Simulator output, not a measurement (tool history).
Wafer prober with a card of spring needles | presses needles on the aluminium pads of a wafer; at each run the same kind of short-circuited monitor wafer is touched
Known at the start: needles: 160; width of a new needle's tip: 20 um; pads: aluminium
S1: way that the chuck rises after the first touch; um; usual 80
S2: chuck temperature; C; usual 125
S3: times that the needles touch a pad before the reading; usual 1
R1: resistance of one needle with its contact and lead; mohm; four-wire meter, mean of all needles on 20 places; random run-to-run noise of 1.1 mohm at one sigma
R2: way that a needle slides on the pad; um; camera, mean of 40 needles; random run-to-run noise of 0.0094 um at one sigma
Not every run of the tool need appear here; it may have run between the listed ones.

{"run": 1, "hour": 0.0, "S1": 80, "S2": 125, "S3": 1, "R1": 204, "R2": 12.737}
{"hour": 11.6, "done": "tips cleaned on abrasive film"}
{"hour": 25.6, "done": "tips cleaned on abrasive film"}
{"run": 2, "hour": 30.7, "S1": 84, "S2": 125, "S3": 1, "R1": 204, "R2": 13.353}
{"hour": 39.1, "done": "tips cleaned on abrasive film"}
{"hour": 51.3, "done": "tips cleaned on abrasive film"}
{"run": 3, "hour": 61.6, "S1": 80, "S2": 125, "S3": 2, "R1": 206, "R2": 12.74}
{"hour": 64.1, "done": "tips cleaned on abrasive film"}
{"hour": 78.8, "done": "tips cleaned on abrasive film"}
{"run": 4, "hour": 80.3, "S1": 81, "S2": 125, "S3": 2, "R1": 204, "R2": 12.909}
{"hour": 91.6, "done": "tips cleaned on abrasive film"}
{"hour": 105.1, "done": "tips cleaned on abrasive film"}
{"run": 5, "hour": 109.4, "S1": 81, "S2": 125, "S3": 2, "R1": 204, "R2": 12.91}
{"hour": 118.4, "done": "tips cleaned on abrasive film"}
{"run": 6, "hour": 127.3, "S1": 81, "S2": 125, "S3": 2, "R1": 204, "R2": 12.929}
{"hour": 130.8, "done": "tips cleaned on abrasive film"}
{"hour": 143.9, "done": "tips cleaned on abrasive film"}
{"run": 7, "hour": 145.9, "S1": 81, "S2": 125, "S3": 2, "R1": 203, "R2": 12.927}
{"hour": 157.2, "done": "tips cleaned on abrasive film"}
{"run": 8, "hour": 163.7, "S1": 81, "S2": 125, "S3": 2, "R1": 204, "R2": 12.932}
{"hour": 170.7, "done": "tips cleaned on abrasive film"}
{"run": 9, "hour": 181.5, "S1": 80, "S2": 58, "S3": 1, "R1": 193, "R2": 12.783}
{"hour": 183.3, "done": "tips cleaned on abrasive film"}
{"hour": 196.3, "done": "tips cleaned on abrasive film"}
{"hour": 209.3, "done": "tips cleaned on abrasive film"}
{"run": 10, "hour": 212.3, "S1": 95, "S2": 125, "S3": 1, "R1": 202, "R2": 15.19}
{"hour": 222.6, "done": "tips cleaned on abrasive film"}
{"hour": 227.7, "done": "height of the first contact set anew"}
{"hour": 235.6, "done": "tips cleaned on abrasive film"}
{"run": 11, "hour": 240.1, "S1": 95, "S2": 125, "S3": 1, "R1": 203, "R2": 15.209}
{"hour": 248.7, "done": "tips cleaned on abrasive film"}
{"hour": 262.9, "done": "tips cleaned on abrasive film"}
{"run": 12, "hour": 265.4, "S1": 95, "S2": 125, "S3": 1, "R1": 202, "R2": 15.215}
{"hour": 275.2, "done": "tips cleaned on abrasive film"}
{"run": 13, "hour": 278.2, "S1": 95, "S2": 125, "S3": 1, "R1": 201, "R2": 15.24}
{"hour": 289.0, "done": "tips cleaned on abrasive film"}
{"hour": 302.0, "done": "tips cleaned on abrasive film"}
{"run": 14, "hour": 302.2, "S1": 72, "S2": 103, "S3": 1, "R1": 200, "R2": 11.553}
{"hour": 315.6, "done": "tips cleaned on abrasive film"}
{"hour": 329.4, "done": "tips cleaned on abrasive film"}
{"run": 15, "hour": 333.6, "S1": 80, "S2": 34, "S3": 2, "R1": 184, "R2": 12.831}
{"hour": 342.6, "done": "tips cleaned on abrasive film"}
{"run": 16, "hour": 353.4, "S1": 80, "S2": 34, "S3": 2, "R1": 185, "R2": 12.849}
{"hour": 355.8, "done": "tips cleaned on abrasive film"}
{"hour": 369.5, "done": "tips cleaned on abrasive film"}
{"run": 17, "hour": 374.1, "S1": 80, "S2": 64, "S3": 1, "R1": 192, "R2": 12.851}
{"hour": 382.6, "done": "tips cleaned on abrasive film"}
{"hour": 396.3, "done": "tips cleaned on abrasive film"}
{"run": 18, "hour": 397.7, "S1": 80, "S2": 44, "S3": 1, "R1": 187, "R2": 12.859}
{"hour": 408.7, "done": "tips cleaned on abrasive film"}
{"run": 19, "hour": 416.0, "S1": 80, "S2": 44, "S3": 1, "R1": 188, "R2": 12.87}

Here are 4 independent what-if runs from the current tool condition. What would each one return?
{"hour": 422.3, "done": "tips cleaned on abrasive film"}
{"run": "A", "hour": 433.3, "S1": 80, "S2": 31, "S3": 1, "R1": "?", "R2": "?"}
{"hour": 422.3, "done": "tips cleaned on abrasive film"}
{"run": "B", "hour": 433.3, "S1": 63, "S2": 43, "S3": 1, "R1": "?", "R2": "?"}
{"hour": 422.3, "done": "tips cleaned on abrasive film"}
{"run": "C", "hour": 433.3, "S1": 84, "S2": 44, "S3": 1, "R1": "?", "R2": "?"}
{"hour": 422.3, "done": "tips cleaned on abrasive film"}
{"run": "D", "hour": 433.3, "S1": 82, "S2": 77, "S3": 1, "R1": "?", "R2": "?"}

run=A R1=186 R2=12.867
run=B R1=191 R2=10.133
run=C R1=188 R2=13.510
run=D R1=196 R2=13.175
With no hidden state in the tool, these same runs would have given:
run=A R1=185 R2=12.730
run=B R1=191 R2=10.027
run=C R1=188 R2=13.367
run=D R1=195 R2=13.036

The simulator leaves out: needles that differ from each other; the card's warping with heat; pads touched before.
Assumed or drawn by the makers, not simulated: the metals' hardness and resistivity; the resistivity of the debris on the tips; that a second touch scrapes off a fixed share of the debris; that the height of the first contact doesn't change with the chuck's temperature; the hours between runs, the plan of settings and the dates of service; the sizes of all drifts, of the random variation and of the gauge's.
